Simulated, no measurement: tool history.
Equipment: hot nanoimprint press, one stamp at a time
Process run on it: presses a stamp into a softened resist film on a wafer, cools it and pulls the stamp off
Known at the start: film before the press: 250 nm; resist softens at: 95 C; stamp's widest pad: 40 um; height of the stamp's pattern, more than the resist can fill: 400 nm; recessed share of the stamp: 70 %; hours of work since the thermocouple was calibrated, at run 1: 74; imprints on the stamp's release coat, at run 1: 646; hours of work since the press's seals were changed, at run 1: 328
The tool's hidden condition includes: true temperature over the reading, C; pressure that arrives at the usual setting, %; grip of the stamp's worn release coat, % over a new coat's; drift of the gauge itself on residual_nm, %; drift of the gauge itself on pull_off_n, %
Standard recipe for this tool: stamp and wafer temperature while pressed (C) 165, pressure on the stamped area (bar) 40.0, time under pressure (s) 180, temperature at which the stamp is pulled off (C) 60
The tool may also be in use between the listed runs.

| run | hour | stamp and wafer temperature while pressed (C) | pressure on the stamped area (bar) | time under pressure (s) | temperature at which the stamp is pulled off (C) | hours of work since the thermocouple was calibrated | imprints on the stamp's release coat | hours of work since the press's seals were changed | resist left under the stamp's widest pad (nm) | greatest force while the stamp is pulled off (N) |
|---|---|---|---|---|---|---|---|---|---|---|
| 1 | 0.0 | 165 | 40.0 | 180 | 60 | 74 | 646 | 328 | 94.8 | 149 |
|  | 9.1 | stamp cleaned and given a new release coat |
| 2 | 22.0 | 165 | 40.0 | 180 | 60 | 83 | 50 | 337 | 95.1 | 126 |
| 3 | 36.2 | 165 | 40.0 | 180 | 60 | 91 | 106 | 344 | 94.6 | 127 |
| 4 | 45.1 | 165 | 40.0 | 180 | 60 | 95 | 141 | 349 | 94.6 | 130 |
| 5 | 64.7 | 165 | 37.0 | 180 | 60 | 106 | 219 | 360 | 98.4 | 130 |
| 6 | 74.1 | 171 | 40.0 | 180 | 60 | 111 | 256 | 365 | 66.4 | 131 |
| 7 | 90.6 | 165 | 39.7 | 180 | 60 | 120 | 321 | 374 | 94.7 | 136 |
| 8 | 105.1 | 165 | 39.7 | 180 | 60 | 128 | 378 | 381 | 93.9 | 136 |
| 9 | 122.8 | 165 | 40.0 | 262 | 60 | 137 | 448 | 391 | 79.5 | 139 |
| 10 | 140.7 | 165 | 40.0 | 262 | 60 | 147 | 518 | 401 | 80.3 | 143 |
| 11 | 150.0 | 165 | 40.0 | 262 | 60 | 152 | 555 | 406 | 79.5 | 143 |
| 12 | 159.9 | 165 | 40.0 | 262 | 47 | 157 | 594 | 411 | 78.9 | 172 |
| 13 | 171.2 | 165 | 40.0 | 180 | 60 | 163 | 639 | 417 | 92.8 | 148 |
|  | 182.4 | stamp cleaned and given a new release coat |
| 14 | 195.0 | 165 | 40.0 | 180 | 60 | 173 | 50 | 427 | 92.4 | 125 |
| 15 | 207.4 | 171 | 40.0 | 180 | 60 | 179 | 99 | 433 | 65.8 | 127 |
| 16 | 222.2 | 171 | 40.0 | 180 | 60 | 187 | 157 | 441 | 65.8 | 127 |
| 17 | 233.7 | 171 | 44.6 | 173 | 60 | 194 | 202 | 447 | 63.2 | 130 |
| 18 | 251.4 | 173 | 28.3 | 102 | 52 | 203 | 272 | 457 | 87.6 | 148 |
| 19 | 262.6 | 174 | 54.3 | 110 | 45 | 209 | 316 | 463 | 59.6 | 163 |
| 20 | 280.1 | 166 | 44.4 | 99 | 64 | 219 | 385 | 472 | 105.8 | 129 |
| 21 | 289.4 | 168 | 30.5 | 180 | 50 | 224 | 422 | 477 | 87.5 | 161 |
| 22 | 297.5 | 168 | 30.5 | 180 | 50 | 228 | 454 | 482 | 87.5 | 162 |
| 23 | 315.9 | 168 | 30.5 | 180 | 50 | 238 | 527 | 492 | 86.7 | 163 |
| 24 | 335.6 | 162 | 40.0 | 225 | 60 | 249 | 604 | 502 | 98.9 | 146 |
|  | 354.9 | stamp cleaned and given a new release coat |
| 25 | 354.9 | 157 | 40.0 | 180 | 58 | 256 | 0 | 510 | 140.9 | 126 |
| 26 | 365.0 | 157 | 40.0 | 180 | 58 | 261 | 39 | 515 | 139.7 | 126 |
| 27 | 384.5 | 165 | 25.9 | 180 | 51 | 272 | 116 | 525 | 108.8 | 144 |
| 28 | 401.0 | 165 | 36.5 | 180 | 51 | 281 | 181 | 534 | 93.6 | 145 |
| 29 | 411.3 | 165 | 54.1 | 137 | 51 | 286 | 222 | 540 | 88.1 | 146 |

Alternative continuations, all from the tool just after run 29; predict every row:
| A | 423.7 | 165 | 41.5 | 137 | 51 | 293 | 271 | 547 | ? | ? |
| B | 423.7 | 165 | 53.6 | 250 | 60 | 293 | 271 | 547 | ? | ? |
| C | 423.7 | 153 | 44.8 | 247 | 51 | 293 | 271 | 547 | ? | ? |
| D | 423.7 | 172 | 54.1 | 137 | 51 | 293 | 271 | 547 | ? | ? |
| E | 423.7 | 165 | 40.0 | 191 | 60 | 293 | 271 | 547 | ? | ? |

| run | resist left under the stamp's widest pad (nm) | greatest force while the stamp is pulled off (N) |
|---|---|---|
| A | 99.2 | 149 |
| B | 68.7 | 132 |
| C | 147.1 | 150 |
| D | 59.1 | 150 |
| E | 87.6 | 133 |
Had the tool no hidden state, the same runs would have come out as:
| run | resist left under the stamp's widest pad (nm) | greatest force while the stamp is pulled off (N) |
|---|---|---|
| A | 105.5 | 140 |
| B | 73.3 | 125 |
| C | 155.6 | 141 |
| D | 62.8 | 141 |
| E | 93.4 | 125 |
